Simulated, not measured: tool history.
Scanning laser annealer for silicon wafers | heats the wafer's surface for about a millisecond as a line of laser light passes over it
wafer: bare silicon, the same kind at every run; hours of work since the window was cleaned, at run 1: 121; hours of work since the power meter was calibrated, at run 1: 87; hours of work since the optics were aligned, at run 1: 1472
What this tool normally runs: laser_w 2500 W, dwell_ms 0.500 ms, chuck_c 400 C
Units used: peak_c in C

run,hour,laser_w,dwell_ms,chuck_c,hours of work since the window was cleaned,hours of work since the power meter was calibrated,hours of work since the optics were aligned,peak_c
1,0.0,2500,0.500,400,121,87,1472,1193
2,11.1,2500,0.500,400,125,91,1476,1193
3,19.0,2409,0.500,400,129,95,1480,1158
4,26.4,2168,0.500,400,132,98,1483,1061
5,38.2,2168,0.500,400,137,103,1488,1061
6,47.2,2168,0.500,400,141,107,1492,1059
7,58.1,2168,0.500,400,145,111,1496,1059
8,65.5,2168,0.500,400,148,114,1499,1061
# hour 74.8: optics aligned, line set to its width
9,77.0,2168,0.500,400,151,117,1,1060
10,88.2,2168,0.500,400,156,122,6,1056
11,97.0,2168,0.500,400,159,125,9,1061
12,103.0,2168,0.500,400,162,128,12,1059
13,108.8,2500,0.500,400,164,130,14,1191
14,117.2,2500,0.500,400,168,134,18,1192
15,125.4,2567,0.500,400,171,137,21,1219
16,134.7,2502,0.500,400,175,141,25,1189
17,144.3,2502,0.500,400,179,145,29,1199
18,153.1,2325,0.500,400,183,149,33,1123
19,160.5,2500,0.500,400,186,152,36,1193
20,168.6,2500,0.500,400,190,155,39,1193
21,178.5,2500,0.615,393,194,160,44,1260
22,183.8,2500,0.615,393,196,162,46,1263
23,193.6,2531,0.531,437,200,166,50,1265
24,199.2,2286,0.368,409,203,168,52,1026
25,204.4,2720,0.368,409,205,171,55,1182
26,212.4,2463,0.453,391,208,174,58,1133
27,224.6,2463,0.538,438,213,179,63,1243
28,236.8,2580,0.500,400,218,184,68,1225
29,244.6,2580,0.500,400,222,187,71,1226
30,252.4,2226,0.618,377,225,191,75,1123
31,262.1,2357,0.613,377,229,195,79,1181
32,273.2,2357,0.613,377,234,200,84,1183
33,283.0,2447,0.613,377,238,204,88,1222
34,289.7,2447,0.613,377,241,206,90,1220
35,300.5,2447,0.613,388,245,211,95,1230
36,309.6,2447,0.613,388,249,215,99,1233
37,316.9,2447,0.613,388,252,218,102,1232
38,323.5,2360,0.500,424,255,221,105,1160
39,329.5,2721,0.420,367,257,223,107,1184
40,336.2,2721,0.420,367,260,226,110,1184

Predict each of these 3 candidate next runs independently; none follows another, all start after run 40:
A,345.3,2254,0.420,367,264,230,114,?
B,345.3,2306,0.420,416,264,230,114,?
C,345.3,2481,0.418,430,264,230,114,?

run,peak_c
A,1008
B,1081
C,1155
Take away the tool's hidden state, keep each run's random variation, and the runs would have read:
run,peak_c
A,1009
B,1081
C,1156
